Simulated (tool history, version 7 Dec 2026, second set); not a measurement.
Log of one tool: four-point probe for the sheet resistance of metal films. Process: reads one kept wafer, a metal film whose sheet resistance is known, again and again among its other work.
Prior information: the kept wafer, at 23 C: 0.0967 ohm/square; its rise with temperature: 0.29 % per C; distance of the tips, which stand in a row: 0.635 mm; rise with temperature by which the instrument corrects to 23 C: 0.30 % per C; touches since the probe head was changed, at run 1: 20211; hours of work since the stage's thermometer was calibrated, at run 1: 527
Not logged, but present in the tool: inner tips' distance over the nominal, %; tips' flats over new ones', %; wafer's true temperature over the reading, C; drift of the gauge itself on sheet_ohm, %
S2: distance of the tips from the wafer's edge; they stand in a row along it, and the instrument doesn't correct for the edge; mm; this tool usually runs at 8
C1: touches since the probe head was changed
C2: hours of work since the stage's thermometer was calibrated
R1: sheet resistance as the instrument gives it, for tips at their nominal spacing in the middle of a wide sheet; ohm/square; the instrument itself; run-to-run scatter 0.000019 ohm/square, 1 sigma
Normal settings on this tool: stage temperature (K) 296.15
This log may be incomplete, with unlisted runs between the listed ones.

{"run": 1, "hour": 0.0, "stage temperature (K)": 296.15, "S2": 8, "C1": 20211, "C2": 527, "R1": 0.096752}
{"run": 2, "hour": 58.5, "stage temperature (K)": 303.15, "S2": 8, "C1": 21718, "C2": 566, "R1": 0.096667}
{"run": 3, "hour": 139.5, "stage temperature (K)": 295.15, "S2": 8, "C1": 23804, "C2": 621, "R1": 0.09674}
{"run": 4, "hour": 183.8, "stage temperature (K)": 295.15, "S2": 8, "C1": 24946, "C2": 651, "R1": 0.096773}
{"run": 5, "hour": 257.4, "stage temperature (K)": 302.15, "S2": 8, "C1": 26842, "C2": 700, "R1": 0.096649}
{"run": 6, "hour": 336.2, "stage temperature (K)": 302.15, "S2": 8, "C1": 28872, "C2": 753, "R1": 0.096645}
{"run": 7, "hour": 377.1, "stage temperature (K)": 302.15, "S2": 8, "C1": 29925, "C2": 780, "R1": 0.096633}
{"run": 8, "hour": 447.1, "stage temperature (K)": 296.15, "S2": 23, "C1": 31728, "C2": 827, "R1": 0.096367}
{"run": 9, "hour": 483.0, "stage temperature (K)": 296.15, "S2": 8, "C1": 32653, "C2": 852, "R1": 0.096668}
{"run": 10, "hour": 532.9, "stage temperature (K)": 296.15, "S2": 27, "C1": 33939, "C2": 885, "R1": 0.096371}
{"run": 11, "hour": 606.7, "stage temperature (K)": 296.15, "S2": 27, "C1": 35839, "C2": 935, "R1": 0.096374}
{"hour": 612.5, "done": "stage's thermometer calibrated"}
{"run": 12, "hour": 673.6, "stage temperature (K)": 294.15, "S2": 62, "C1": 37550, "C2": 41, "R1": 0.096321}
{"run": 13, "hour": 718.2, "stage temperature (K)": 293.15, "S2": 45, "C1": 38698, "C2": 71, "R1": 0.09631}
{"hour": 739.5, "done": "stage's thermometer calibrated, once more"}
{"run": 14, "hour": 776.2, "stage temperature (K)": 293.15, "S2": 45, "C1": 40179, "C2": 25, "R1": 0.096397}
{"run": 15, "hour": 856.8, "stage temperature (K)": 300.15, "S2": 8, "C1": 42257, "C2": 79, "R1": 0.096646}
{"run": 16, "hour": 912.9, "stage temperature (K)": 300.15, "S2": 10, "C1": 43702, "C2": 116, "R1": 0.096526}
{"run": 17, "hour": 965.9, "stage temperature (K)": 292.15, "S2": 17, "C1": 45067, "C2": 152, "R1": 0.096473}
{"run": 18, "hour": 1007.1, "stage temperature (K)": 292.15, "S2": 17, "C1": 46127, "C2": 180, "R1": 0.096417}
{"run": 19, "hour": 1086.5, "stage temperature (K)": 295.15, "S2": 58, "C1": 48174, "C2": 233, "R1": 0.09633}

What if the next run were any one of these 4? Each begins from the tool's condition after run 19:
{"run": "A", "hour": 1160.6, "stage temperature (K)": 306.15, "S2": 8, "C1": 50081, "C2": 283, "R1": "?"}
{"run": "B", "hour": 1160.6, "stage temperature (K)": 301.15, "S2": 58, "C1": 50081, "C2": 283, "R1": "?"}
{"run": "C", "hour": 1160.6, "stage temperature (K)": 293.15, "S2": 6, "C1": 50081, "C2": 283, "R1": "?"}
{"run": "D", "hour": 1160.6, "stage temperature (K)": 296.15, "S2": 9, "C1": 50081, "C2": 283, "R1": "?"}

run=A R1=0.096494
run=B R1=0.096277
run=C R1=0.096924
run=D R1=0.096538
Take away the tool's hidden state, keep each run's random variation, and the runs would have read:
run=A R1=0.096888
run=B R1=0.096670
run=C R1=0.097320
run=D R1=0.096932

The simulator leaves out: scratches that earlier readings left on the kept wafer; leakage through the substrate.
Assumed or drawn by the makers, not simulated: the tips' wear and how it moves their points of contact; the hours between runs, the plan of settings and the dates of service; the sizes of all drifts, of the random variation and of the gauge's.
